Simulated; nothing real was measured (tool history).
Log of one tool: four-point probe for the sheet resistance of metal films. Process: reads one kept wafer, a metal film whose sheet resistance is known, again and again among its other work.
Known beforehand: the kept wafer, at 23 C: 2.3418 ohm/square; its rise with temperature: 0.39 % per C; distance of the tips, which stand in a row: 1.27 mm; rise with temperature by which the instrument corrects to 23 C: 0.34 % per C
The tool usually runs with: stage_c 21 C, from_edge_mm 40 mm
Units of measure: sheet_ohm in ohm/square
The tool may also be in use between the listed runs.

run,day,stage_c,from_edge_mm,sheet_ohm
1,0.000,21,40,2.345429
2,0.679,21,40,2.345335
3,1.379,21,40,2.345020
4,1.708,32,40,2.357329
5,2.158,32,21,2.359607
6,2.538,24,40,2.348462
7,3.262,24,40,2.348793
8,3.829,26,40,2.350139
9,4.283,21,40,2.345124
10,5.017,24,14,2.356577
11,5.554,29,40,2.354520
12,5.917,19,32,2.342443
13,6.304,19,32,2.342888
14,6.800,19,32,2.343348
15,7.521,24,12,2.360190
16,7.896,32,27,2.357130
17,8.433,32,27,2.356854
18,8.971,27,40,2.350110

Alternative continuations, all from the tool just after run 18; predict every row:
A,9.479,18,40,?
B,9.479,25,69,?
C,9.479,25,8,?
D,9.479,19,5,?

run,sheet_ohm
A,2.340759
B,2.348702
C,2.378748
D,2.418909
With no hidden state in the tool, these same runs would have given:
run,sheet_ohm
A,2.337522
B,2.345461
C,2.375469
D,2.415573
